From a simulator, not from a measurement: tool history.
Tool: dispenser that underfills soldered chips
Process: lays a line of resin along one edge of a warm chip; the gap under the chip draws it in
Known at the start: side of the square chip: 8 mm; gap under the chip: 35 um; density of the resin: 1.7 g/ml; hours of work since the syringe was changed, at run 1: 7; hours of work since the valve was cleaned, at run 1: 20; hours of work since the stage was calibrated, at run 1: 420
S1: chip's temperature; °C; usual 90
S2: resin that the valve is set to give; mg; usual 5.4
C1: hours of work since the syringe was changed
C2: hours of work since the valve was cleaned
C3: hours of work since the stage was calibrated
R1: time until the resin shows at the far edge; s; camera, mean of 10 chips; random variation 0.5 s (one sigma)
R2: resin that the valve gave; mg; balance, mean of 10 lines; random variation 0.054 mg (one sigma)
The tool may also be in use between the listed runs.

run 1 day=0 | S1=90 S2=5.4 | C1=7 C2=20 C3=420 | R1=59.2 R2=5.31
-- day=0.062 new syringe of resin
run 2 day=0.508 | S1=90 S2=5.4 | C1=7 C2=28 C3=428 | R1=59.3 R2=5.28
-- day=0.579 new syringe of resin
run 3 day=0.983 | S1=78 S2=5.4 | C1=7 C2=36 C3=436 | R1=90.8 R2=5.28
-- day=1.079 new syringe of resin
run 4 day=1.525 | S1=78 S2=6.99 | C1=7 C2=45 C3=445 | R1=92 R2=6.77
-- day=1.588 new syringe of resin
-- day=2.1 new syringe of resin
run 5 day=2.196 | S1=98 S2=5.4 | C1=2 C2=55 C3=455 | R1=30.2 R2=5.21
-- day=2.617 new syringe of resin
run 6 day=2.754 | S1=90 S2=5.4 | C1=2 C2=64 C3=464 | R1=41.4 R2=5.08
run 7 day=3.042 | S1=90 S2=5.4 | C1=7 C2=69 C3=469 | R1=56.9 R2=5.13
-- day=3.096 new syringe of resin
-- day=3.567 new syringe of resin
run 8 day=3.642 | S1=93 S2=5.4 | C1=1 C2=79 C3=479 | R1=35.7 R2=5.05
-- day=4.054 new syringe of resin
run 9 day=4.254 | S1=93 S2=5.4 | C1=3 C2=89 C3=489 | R1=41.1 R2=5.09
-- day=4.533 new syringe of resin
run 10 day=4.617 | S1=93 S2=5.4 | C1=1 C2=94 C3=494 | R1=35.2 R2=4.98
-- day=5.004 new syringe of resin
run 11 day=5.004 | S1=90 S2=7 | C1=0 C2=101 C3=500 | R1=33.9 R2=6.45
run 12 day=5.371 | S1=90 S2=5.4 | C1=6 C2=107 C3=506 | R1=53.9 R2=4.92
-- day=5.467 new syringe of resin
-- day=5.942 new syringe of resin
run 13 day=6.021 | S1=90 S2=5.4 | C1=1 C2=117 C3=517 | R1=39.1 R2=4.93
-- day=6.412 new syringe of resin
run 14 day=6.425 | S1=90 S2=5.4 | C1=0 C2=123 C3=523 | R1=35.9 R2=4.87
run 15 day=6.825 | S1=90 S2=5.4 | C1=7 C2=130 C3=530 | R1=57.4 R2=4.83
-- day=6.879 new syringe of resin
run 16 day=7.138 | S1=105 S2=5.4 | C1=4 C2=135 C3=535 | R1=28.3 R2=4.81
-- day=7.354 new syringe of resin
-- day=7.512 dispensing valve cleaned and set on the balance
run 17 day=7.654 | S1=90 S2=6.34 | C1=4 C2=2 C3=543 | R1=46.9 R2=6.36
-- day=7.904 new syringe of resin
run 18 day=8.042 | S1=101 S2=5.4 | C1=2 C2=9 C3=549 | R1=28 R2=5.36
-- day=8.412 new syringe of resin
run 19 day=8.717 | S1=95 S2=5.62 | C1=5 C2=19 C3=560 | R1=40.2 R2=5.67
-- day=8.883 new syringe of resin
run 20 day=9.279 | S1=75 S2=6.77 | C1=7 C2=29 C3=569 | R1=98.7 R2=6.62
-- day=9.375 new syringe of resin
-- day=9.892 new syringe of resin
run 21 day=9.975 | S1=75 S2=6.77 | C1=1 C2=40 C3=580 | R1=66.2 R2=6.48
-- day=10.404 new syringe of resin
run 22 day=10.446 | S1=75 S2=6.77 | C1=1 C2=47 C3=587 | R1=60.6 R2=6.5
-- day=10.867 new syringe of resin
run 23 day=11.133 | S1=75 S2=6.77 | C1=4 C2=58 C3=599 | R1=81.9 R2=6.57
-- day=11.35 new syringe of resin
run 24 day=11.679 | S1=75 S2=6.77 | C1=5 C2=67 C3=607 | R1=87.6 R2=6.43
-- day=11.842 new syringe of resin
run 25 day=12.171 | S1=102 S2=6.78 | C1=5 C2=75 C3=615 | R1=30.8 R2=6.32
-- day=12.338 new syringe of resin
run 26 day=12.533 | S1=102 S2=4.69 | C1=3 C2=81 C3=621 | R1=29.8 R2=4.39
-- day=12.825 new syringe of resin
run 27 day=13.188 | S1=84 S2=6.55 | C1=6 C2=91 C3=632 | R1=63.1 R2=6.19
-- day=13.304 new syringe of resin
run 28 day=13.662 | S1=99 S2=6.11 | C1=6 C2=99 C3=639 | R1=35.9 R2=5.65
-- day=13.783 new syringe of resin
run 29 day=13.988 | S1=77 S2=6.6 | C1=3 C2=104 C3=644 | R1=69.9 R2=6.16
-- day=14.262 new syringe of resin
run 30 day=14.612 | S1=77 S2=6.6 | C1=6 C2=114 C3=655 | R1=82.7 R2=6.08

Run 31 comes next. What will it give?
-- day=14.729 new syringe of resin
-- day=15.192 new syringe of resin
run 31 day=15.192 | S1=101 S2=4.69 | C1=0 C2=124 C3=664 | R1=? R2=?

{"run 31": {"R1": 25.5, "R2": 4.2}}
Without the tool's hidden state the same run would have given R1 28.1 s, R2 4.64 mg.

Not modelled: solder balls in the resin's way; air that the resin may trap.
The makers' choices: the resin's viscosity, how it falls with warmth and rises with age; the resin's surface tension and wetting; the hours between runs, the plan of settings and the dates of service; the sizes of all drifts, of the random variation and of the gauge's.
